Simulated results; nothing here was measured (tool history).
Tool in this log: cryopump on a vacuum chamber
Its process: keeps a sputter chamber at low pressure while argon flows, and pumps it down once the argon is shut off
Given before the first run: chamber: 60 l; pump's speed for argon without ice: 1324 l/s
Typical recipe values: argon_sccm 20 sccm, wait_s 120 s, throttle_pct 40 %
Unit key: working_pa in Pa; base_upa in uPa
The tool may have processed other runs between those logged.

run,day,argon_sccm,wait_s,throttle_pct,working_pa,base_upa
1,0,20,120,40,0.0654,1.43
2,0.888,20,120,40,0.0636,1.42
3,1.446,20,120,47,0.0545,1.39
4,2.571,20,48,47,0.0547,1.94
5,3.271,20,120,40,0.0642,1.47
6,4.071,20,120,40,0.0645,1.42
7,4.704,20,120,40,0.0646,1.46
8,5.558,20,120,40,0.0643,1.46
9,6.292,20,30,40,0.0644,2.54
10,7.333,20,30,40,0.0656,2.52
11,8.292,20,30,40,0.0657,2.62
12,9.288,20,30,40,0.0639,2.58
13,10.075,20,30,40,0.0657,2.61
14,10.938,20,102,40,0.0645,1.61
15,11.396,20,120,37,0.0697,1.57
16,12.488,20,120,40,0.0643,1.58
17,13.446,20,120,40,0.0644,1.63
18,14.467,39,69,59,0.0876,1.84
19,15.479,39,69,59,0.0867,1.92
20,16.129,15,64,41,0.048,1.92
21,16.629,20,27,40,0.065,2.8
22,17.233,20,27,40,0.0661,2.84
23,17.938,29,69,40,0.0955,1.93
24,18.996,13,141,32,0.0536,1.64
25,19.725,26,29,36,0.0946,2.86
26,20.642,20,123,40,0.065,1.75
27,21.117,20,91,36,0.0735,1.88
28,21.596,10,48,40,0.0329,2.3
29,22.15,10,48,40,0.0325,2.21
30,23.046,10,48,40,0.0328,2.2
31,23.754,10,48,40,0.0339,2.3
32,24.267,15,48,27,0.0735,2.32
33,24.95,15,48,27,0.0719,2.31
34,25.483,25,278,27,0.1224,1.54

Predict each of these 3 candidate next runs independently; none follows another, all start after run 34:
A,26.246,14,52,27,?,?
B,26.246,25,41,37,?,?
C,26.246,30,21,16,?,?

run,working_pa,base_upa
A,0.0676,2.23
B,0.0882,2.37
C,0.2424,3.4
What these runs would have given with no unlogged condition in the tool:
run,working_pa,base_upa
A,0.0659,1.03
B,0.0853,1.18
C,0.2388,2.2
